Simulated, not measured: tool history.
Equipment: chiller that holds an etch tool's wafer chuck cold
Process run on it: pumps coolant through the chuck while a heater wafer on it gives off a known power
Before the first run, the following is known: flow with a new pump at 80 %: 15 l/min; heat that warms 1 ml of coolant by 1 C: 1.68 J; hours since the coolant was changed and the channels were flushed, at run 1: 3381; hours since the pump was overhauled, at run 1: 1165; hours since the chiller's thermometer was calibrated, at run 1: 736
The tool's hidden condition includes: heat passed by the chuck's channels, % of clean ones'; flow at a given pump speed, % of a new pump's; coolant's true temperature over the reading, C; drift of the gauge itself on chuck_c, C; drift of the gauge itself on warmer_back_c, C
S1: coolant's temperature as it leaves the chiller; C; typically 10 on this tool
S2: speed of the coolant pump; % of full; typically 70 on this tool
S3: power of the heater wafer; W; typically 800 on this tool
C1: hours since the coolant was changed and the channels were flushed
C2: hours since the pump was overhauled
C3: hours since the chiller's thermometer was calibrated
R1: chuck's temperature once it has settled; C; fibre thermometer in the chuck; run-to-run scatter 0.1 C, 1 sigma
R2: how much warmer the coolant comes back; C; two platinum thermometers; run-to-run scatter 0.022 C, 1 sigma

run 1 hour=0.0 | S1=10 S2=70 S3=800 | C1=3381 C2=1165 C3=736 | R1=16.6 R2=2.19
run 2 hour=90.0 | S1=10 S2=70 S3=800 | C1=3471 C2=1255 C3=826 | R1=16.6 R2=2.22
run 3 hour=148.4 | S1=10 S2=70 S3=800 | C1=3530 C2=1314 C3=884 | R1=16.6 R2=2.19
run 4 hour=225.9 | S1=10 S2=70 S3=800 | C1=3607 C2=1391 C3=961 | R1=16.5 R2=2.20
run 5 hour=285.7 | S1=10 S2=70 S3=800 | C1=3667 C2=1451 C3=1021 | R1=16.6 R2=2.18
run 6 hour=352.5 | S1=10 S2=70 S3=800 | C1=3734 C2=1518 C3=1088 | R1=16.7 R2=2.20
run 7 hour=443.9 | S1=10 S2=70 S3=800 | C1=3825 C2=1609 C3=1179 | R1=16.7 R2=2.20
run 8 hour=538.3 | S1=10 S2=70 S3=800 | C1=3920 C2=1703 C3=1274 | R1=16.5 R2=2.18
run 9 hour=614.8 | S1=10 S2=70 S3=800 | C1=3996 C2=1780 C3=1350 | R1=16.6 R2=2.24
run 10 hour=671.3 | S1=10 S2=70 S3=800 | C1=4053 C2=1836 C3=1407 | R1=16.6 R2=2.20
-- hour=682.3 coolant pump overhauled
run 11 hour=725.3 | S1=10 S2=70 S3=800 | C1=4102 C2=43 C3=1456 | R1=16.5 R2=2.22
run 12 hour=794.9 | S1=10 S2=70 S3=800 | C1=4171 C2=113 C3=1525 | R1=16.7 R2=2.19
run 13 hour=874.2 | S1=10 S2=70 S3=800 | C1=4251 C2=192 C3=1605 | R1=16.7 R2=2.24
run 14 hour=936.0 | S1=10 S2=70 S3=800 | C1=4312 C2=254 C3=1667 | R1=16.8 R2=2.24
run 15 hour=985.3 | S1=10 S2=70 S3=800 | C1=4362 C2=303 C3=1716 | R1=16.6 R2=2.22
run 16 hour=1034.5 | S1=10 S2=70 S3=800 | C1=4411 C2=352 C3=1765 | R1=16.7 R2=2.23
run 17 hour=1094.8 | S1=5 S2=68 S3=526 | C1=4471 C2=413 C3=1825 | R1=9.5 R2=1.54
-- hour=1142.1 coolant pump overhauled, once more
run 18 hour=1172.4 | S1=0 S2=100 S3=1001 | C1=4544 C2=30 C3=1898 | R1=6.5 R2=1.87
run 19 hour=1273.2 | S1=2 S2=65 S3=964 | C1=4645 C2=131 C3=1999 | R1=10.2 R2=2.76
run 20 hour=1355.5 | S1=10 S2=89 S3=800 | C1=4727 C2=213 C3=2081 | R1=15.4 R2=1.72
run 21 hour=1439.5 | S1=10 S2=89 S3=800 | C1=4811 C2=297 C3=2165 | R1=15.6 R2=1.71
run 22 hour=1488.8 | S1=2 S2=94 S3=800 | C1=4860 C2=347 C3=2214 | R1=7.5 R2=1.62
run 23 hour=1581.8 | S1=4 S2=70 S3=800 | C1=4953 C2=440 C3=2307 | R1=10.5 R2=2.14
run 24 hour=1648.0 | S1=4 S2=70 S3=800 | C1=5019 C2=506 C3=2374 | R1=10.6 R2=2.17
run 25 hour=1747.4 | S1=13 S2=98 S3=449 | C1=5119 C2=605 C3=2473 | R1=15.6 R2=0.86
run 26 hour=1835.1 | S1=20 S2=93 S3=989 | C1=5207 C2=693 C3=2561 | R1=26.7 R2=2.00
run 27 hour=1931.0 | S1=1 S2=75 S3=642 | C1=5302 C2=789 C3=2657 | R1=6.0 R2=1.65
run 28 hour=1998.1 | S1=1 S2=75 S3=642 | C1=5369 C2=856 C3=2724 | R1=5.7 R2=1.63
run 29 hour=2080.0 | S1=1 S2=75 S3=642 | C1=5451 C2=938 C3=2806 | R1=5.8 R2=1.66
run 30 hour=2173.4 | S1=10 S2=82 S3=800 | C1=5545 C2=1031 C3=2899 | R1=15.8 R2=1.86
-- hour=2204.8 chiller's thermometer calibrated
run 31 hour=2222.0 | S1=10 S2=82 S3=800 | C1=5592 C2=1079 C3=17 | R1=16.3 R2=1.85
run 32 hour=2313.7 | S1=7 S2=70 S3=1050 | C1=5684 C2=1171 C3=109 | R1=16.2 R2=2.85

What if the next run were any one of these 3? Each begins from the tool's condition after run 32:
run A hour=2372.4 | S1=10 S2=68 S3=764 | C1=5743 C2=1229 C3=168 | R1=? R2=?
run B hour=2372.4 | S1=10 S2=69 S3=581 | C1=5743 C2=1229 C3=168 | R1=? R2=?
run C hour=2372.4 | S1=7 S2=70 S3=545 | C1=5743 C2=1229 C3=168 | R1=? R2=?

run=A R1=16.8 R2=2.10
run=B R1=15.2 R2=1.59
run=C R1=11.9 R2=1.45
Stripped of hidden state, with their random variation kept, the same runs would have yielded:
run=A R1=15.9 R2=2.10
run=B R1=14.6 R2=1.58
run=C R1=11.3 R2=1.45
